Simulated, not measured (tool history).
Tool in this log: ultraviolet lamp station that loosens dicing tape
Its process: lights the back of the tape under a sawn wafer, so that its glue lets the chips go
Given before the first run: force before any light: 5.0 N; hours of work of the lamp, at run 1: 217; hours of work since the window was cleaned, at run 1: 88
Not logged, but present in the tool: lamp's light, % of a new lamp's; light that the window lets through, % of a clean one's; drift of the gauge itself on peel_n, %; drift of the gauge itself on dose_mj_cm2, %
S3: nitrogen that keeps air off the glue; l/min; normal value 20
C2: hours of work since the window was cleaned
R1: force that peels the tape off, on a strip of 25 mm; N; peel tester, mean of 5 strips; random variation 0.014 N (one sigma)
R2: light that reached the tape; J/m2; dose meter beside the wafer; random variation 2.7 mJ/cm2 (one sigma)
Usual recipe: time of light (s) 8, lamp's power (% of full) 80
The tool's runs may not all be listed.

{"run": 1, "hour": 0.0, "time of light (s)": 8, "lamp's power (% of full)": 80, "S3": 20, "hours of work of the lamp": 217, "C2": 88, "R1": 0.735, "R2": 3320}
{"run": 2, "hour": 6.3, "time of light (s)": 6, "lamp's power (% of full)": 80, "S3": 20, "hours of work of the lamp": 221, "C2": 92, "R1": 1.162, "R2": 2550}
{"run": 3, "hour": 13.0, "time of light (s)": 6, "lamp's power (% of full)": 80, "S3": 20, "hours of work of the lamp": 225, "C2": 96, "R1": 1.172, "R2": 2540}
{"run": 4, "hour": 23.5, "time of light (s)": 8, "lamp's power (% of full)": 80, "S3": 20, "hours of work of the lamp": 232, "C2": 103, "R1": 0.744, "R2": 3310}
{"run": 5, "hour": 36.5, "time of light (s)": 8, "lamp's power (% of full)": 80, "S3": 20, "hours of work of the lamp": 241, "C2": 112, "R1": 0.766, "R2": 3290}
{"run": 6, "hour": 48.6, "time of light (s)": 8, "lamp's power (% of full)": 80, "S3": 20, "hours of work of the lamp": 249, "C2": 120, "R1": 0.755, "R2": 3330}
{"run": 7, "hour": 57.1, "time of light (s)": 8, "lamp's power (% of full)": 80, "S3": 37, "hours of work of the lamp": 254, "C2": 125, "R1": 0.614, "R2": 3330}
{"run": 8, "hour": 66.6, "time of light (s)": 8, "lamp's power (% of full)": 80, "S3": 37, "hours of work of the lamp": 260, "C2": 131, "R1": 0.639, "R2": 3300}
{"run": 9, "hour": 73.5, "time of light (s)": 8, "lamp's power (% of full)": 80, "S3": 37, "hours of work of the lamp": 265, "C2": 136, "R1": 0.643, "R2": 3270}
{"run": 10, "hour": 80.8, "time of light (s)": 8, "lamp's power (% of full)": 80, "S3": 37, "hours of work of the lamp": 270, "C2": 141, "R1": 0.643, "R2": 3280}
{"run": 11, "hour": 92.9, "time of light (s)": 8, "lamp's power (% of full)": 80, "S3": 37, "hours of work of the lamp": 277, "C2": 148, "R1": 0.65, "R2": 3310}
{"run": 12, "hour": 106.4, "time of light (s)": 8, "lamp's power (% of full)": 80, "S3": 37, "hours of work of the lamp": 286, "C2": 157, "R1": 0.644, "R2": 3240}
{"run": 13, "hour": 112.4, "time of light (s)": 8, "lamp's power (% of full)": 80, "S3": 37, "hours of work of the lamp": 290, "C2": 161, "R1": 0.656, "R2": 3260}

4 ways to go on from here, each from the tool as it stands after run 13. What would each give?
{"run": "A", "hour": 123.3, "time of light (s)": 8, "lamp's power (% of full)": 80, "S3": 14, "hours of work of the lamp": 297, "C2": 168, "R1": "?", "R2": "?"}
{"run": "B", "hour": 123.3, "time of light (s)": 10, "lamp's power (% of full)": 64, "S3": 38, "hours of work of the lamp": 297, "C2": 168, "R1": "?", "R2": "?"}
{"run": "C", "hour": 123.3, "time of light (s)": 12, "lamp's power (% of full)": 77, "S3": 11, "hours of work of the lamp": 297, "C2": 168, "R1": "?", "R2": "?"}
{"run": "D", "hour": 123.3, "time of light (s)": 6, "lamp's power (% of full)": 90, "S3": 10, "hours of work of the lamp": 297, "C2": 168, "R1": "?", "R2": "?"}

run=A R1=0.858 R2=3210
run=B R1=0.661 R2=3200
run=C R1=0.542 R2=4730
run=D R1=1.197 R2=2710
Without the tool's unlogged condition, the same runs would have read:
run=A R1=0.708 R2=3640
run=B R1=0.542 R2=3630
run=C R1=0.445 R2=5370
run=D R1=1.013 R2=3080
